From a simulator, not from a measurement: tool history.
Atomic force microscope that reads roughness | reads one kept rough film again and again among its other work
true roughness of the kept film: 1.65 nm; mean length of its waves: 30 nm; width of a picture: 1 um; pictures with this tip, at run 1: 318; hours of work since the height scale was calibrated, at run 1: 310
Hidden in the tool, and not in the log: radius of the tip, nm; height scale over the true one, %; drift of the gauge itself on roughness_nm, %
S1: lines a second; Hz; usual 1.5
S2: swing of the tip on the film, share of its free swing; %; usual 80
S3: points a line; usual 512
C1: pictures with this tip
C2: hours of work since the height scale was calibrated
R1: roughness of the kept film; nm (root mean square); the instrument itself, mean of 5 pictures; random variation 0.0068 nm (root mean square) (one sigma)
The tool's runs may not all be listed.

run   hour    S1  S2    S3   C1   C2     R1
  1      0   1.5  80   512  318  310  1.235
  2   14.8   1.5  80   512  342  319  1.211
  3   32.9   1.5  80   512  371  329  1.209
      41.6  -- new tip fitted
  4   42.4   1.5  80   512    1  334  1.351
  5   53.3   1.5  80   512   18  340  1.337
  6   64.5   1.5  80   512   36  347  1.341
  7   79.2   1.5  80   512   59  355  1.319
  8   89.8   1.5  80   512   76  361  1.326
  9  106.7  2.37  80   512  103  371  1.219
 10  114.5  2.37  80   275  115  376  1.196
 11  131.1  2.37  80   275  141  385  1.187
 12  140.3  2.37  80   275  156  390  1.176
 13  153.1  2.37  80   275  176  398  1.164
 14  168.3   1.5  80   512  200  406  1.262
 15  185.8   1.5  80   512  228  417  1.255
 16  195.7   1.5  74   512  243  422  1.302
 17  203.9  3.68  80   512  256  427  1.029
 18  213.3  3.68  80   512  271  432  1.014
 19  230.8  3.68  80   512  299  442  1.023
 20  246.4  3.68  80   263  324  451  0.989
 21  264.9  2.05  63   580  353  462  1.312
 22  281.5  1.46  80   276  379  471  1.184
     283.6  -- new tip fitted
 23  294.5  2.07  62   512   17  479   1.43
 24  302.8  0.77  85   608   30  483  1.395
 25  314.9  1.08  82  1002   49  490  1.366
 26  327.9   1.5  80   532   70  498   1.31
 27  344.3  0.98  75   440   96  507  1.398
 28  361.7  0.98  75   440  124  517  1.376
 29  374.5  2.98  78   512  144  525  1.148
 30  386.6  1.97  84   773  163  531  1.177
 31  399.9  1.07  71   593  184  539  1.377
 32  415.2  1.02  58   526  208  548  1.405
 33  423.4  2.06  84   512  221  553  1.136
 34  439.9  2.06  84   512  247  562  1.136
 35  452.3  2.06  84   512  267  569  1.126
 36  461.3  2.06  84   512  281  574  1.121
 37  477.2  2.06  89   433  306  583  1.056
 38  491.7  3.29  76   294  329  592  1.078
 39  500.2  2.09  59   693  343  597  1.322
 40  509.3  2.71  69   512  357  602   1.21

The same runs without the tool's hidden state, with the same run-to-run variation:
run     R1
  1  1.371
  2  1.355
  3  1.365
  4   1.36
  5  1.354
  6  1.366
  7  1.354
  8  1.367
  9  1.268
 10  1.249
 11   1.25
 12  1.243
 13  1.239
 14  1.354
 15  1.359
 16  1.416
 17  1.124
 18  1.114
 19  1.132
 20  1.103
 21  1.474
 22  1.342
 23  1.455
 24  1.425
 25  1.406
 26  1.357
 27  1.462
 28  1.453
 29   1.22
 30  1.258
 31  1.482
 32  1.524
 33  1.236
 34  1.247
 35  1.243
 36  1.242
 37  1.179
 38  1.211
 39  1.491
 40   1.37
